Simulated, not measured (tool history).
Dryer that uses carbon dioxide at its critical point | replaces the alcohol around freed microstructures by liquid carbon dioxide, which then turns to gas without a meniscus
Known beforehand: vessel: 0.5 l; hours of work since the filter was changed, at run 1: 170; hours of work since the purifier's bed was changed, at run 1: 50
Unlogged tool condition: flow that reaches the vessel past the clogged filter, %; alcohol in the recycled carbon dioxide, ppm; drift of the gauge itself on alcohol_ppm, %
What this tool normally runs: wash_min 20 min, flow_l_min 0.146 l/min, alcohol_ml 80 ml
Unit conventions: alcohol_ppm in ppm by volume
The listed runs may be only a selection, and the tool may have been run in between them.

run,day,wash_min,flow_l_min,alcohol_ml,hours of work since the filter was changed,hours of work since the purifier's bed was changed,alcohol_ppm
1,0,20,0.146,80,170,50,2950
2,0.646,20,0.146,80,176,57,2931
3,0.967,20,0.146,27,180,60,997
# day 1.142: inlet filter changed
4,1.479,18,0.146,80,4,65,3019
5,1.867,18,0.146,80,8,69,3071
6,2.475,18,0.146,80,14,76,3059
7,3.117,20,0.114,80,21,83,5526
8,3.583,20,0.146,80,26,87,2088
9,4.2,20,0.146,80,32,94,2123
10,4.583,17,0.116,46,36,98,5236
11,5.246,27,0.14,80,43,105,622
12,5.896,27,0.14,80,50,112,620
13,6.279,18,0.14,84,54,116,4167

Estimate the outcome of run 14 from the log above:
14,6.775,14,0.14,75,59,121,?

Run 14 produced alcohol_ppm 8637 ppm by volume.
With the hidden condition absent and the run-to-run variation left alone, this run would have shown alcohol_ppm 7704 ppm by volume.
